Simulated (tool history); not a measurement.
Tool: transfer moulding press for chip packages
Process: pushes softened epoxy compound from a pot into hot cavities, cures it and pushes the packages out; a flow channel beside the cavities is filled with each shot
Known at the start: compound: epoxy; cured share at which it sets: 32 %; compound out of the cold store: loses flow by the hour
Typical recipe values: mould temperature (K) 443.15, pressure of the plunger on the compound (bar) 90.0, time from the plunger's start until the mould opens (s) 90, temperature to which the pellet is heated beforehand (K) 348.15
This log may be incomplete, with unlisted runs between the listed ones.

run   hour  mould temperature (K)  pressure of the plunger on the compound (bar)  time from the plunger's start until the mould opens (s)  temperature to which the pellet is heated beforehand (K)  incoming compound's hours out of the cold store  length that the compound runs in the flow channel (mm)  greatest force on the pins that push the packages out (N)
  1    0.0                 443.15                                           90.0                                                       90                                                    348.15                                             23.0                                                     664                                                        611
       8.4  -- cavities cleaned with cleaning compound and waxed
      53.2  -- cavities cleaned with cleaning compound and waxed
      86.2  -- plunger's sealing rings changed
  2   91.2                 443.15                                           90.0                                                       89                                                    348.15                                             24.6                                                     698                                                        607
      97.0  -- cavities cleaned with cleaning compound and waxed
  3  134.3                 443.15                                           90.0                                                       89                                                    348.15                                             34.0                                                     668                                                        605
     143.4  -- cavities cleaned with cleaning compound and waxed
     184.2  -- cavities cleaned with cleaning compound and waxed
  4  184.2                 443.15                                           97.5                                                       89                                                    348.15                                             25.7                                                     704                                                        438
     230.2  -- cavities cleaned with cleaning compound and waxed
     273.7  -- cavities cleaned with cleaning compound and waxed
  5  273.8                 443.15                                           97.5                                                       89                                                    348.15                                             19.9                                                     701                                                        442
     318.0  -- cavities cleaned with cleaning compound and waxed
  6  330.1                 443.15                                           90.0                                                       90                                                    342.15                                             35.8                                                     643                                                        493
     361.8  -- cavities cleaned with cleaning compound and waxed
     402.3  -- cavities cleaned with cleaning compound and waxed
     412.2  -- plunger's sealing rings changed
  7  412.2                 443.15                                           90.0                                                       90                                                    342.15                                             26.5                                                     687                                                        476
     445.2  -- cavities cleaned with cleaning compound and waxed
     491.0  -- cavities cleaned with cleaning compound and waxed
  8  495.6                 438.15                                           76.4                                                       90                                                    352.15                                             43.4                                                     596                                                        520
     531.5  -- cavities cleaned with cleaning compound and waxed
     574.0  -- cavities cleaned with cleaning compound and waxed
  9  578.2                 446.15                                           68.1                                                      105                                                    355.15                                             18.1                                                     591                                                        420
     616.1  -- cavities cleaned with cleaning compound and waxed
 10  628.8                 439.15                                           74.0                                                       97                                                    344.15                                              9.6                                                     645                                                        548
     657.8  -- cavities cleaned with cleaning compound and waxed
     698.0  -- cavities cleaned with cleaning compound and waxed
 11  713.3                 439.15                                           73.7                                                       70                                                    344.15                                             23.0                                                     606                                                       1030
     742.2  -- plunger's sealing rings changed
     743.7  -- cavities cleaned with cleaning compound and waxed
 12  775.9                 439.15                                           73.7                                                       70                                                    344.15                                             27.0                                                     628                                                       1112

Same runs, no hidden state in the tool, same run-to-run variation:
Hidden state present: true mould temperature over the reading, C; pressure that reaches the compound, % of what is set; grip of the stained cavities, % over clean ones'; drift of the gauge itself on flow_mm, %; drift of the gauge itself on push_out_n, %.
run  length that the compound runs in the flow channel (mm)  greatest force on the pins that push the packages out (N)
  1                                                     696                                                        418
  2                                                     700                                                        432
  3                                                     676                                                        425
  4                                                     719                                                        431
  5                                                     728                                                        440
  6                                                     676                                                        429
  7                                                     690                                                        429
  8                                                     608                                                        487
  9                                                     612                                                        385
 10                                                     674                                                        467
 11                                                     644                                                        855
 12                                                     633                                                        828

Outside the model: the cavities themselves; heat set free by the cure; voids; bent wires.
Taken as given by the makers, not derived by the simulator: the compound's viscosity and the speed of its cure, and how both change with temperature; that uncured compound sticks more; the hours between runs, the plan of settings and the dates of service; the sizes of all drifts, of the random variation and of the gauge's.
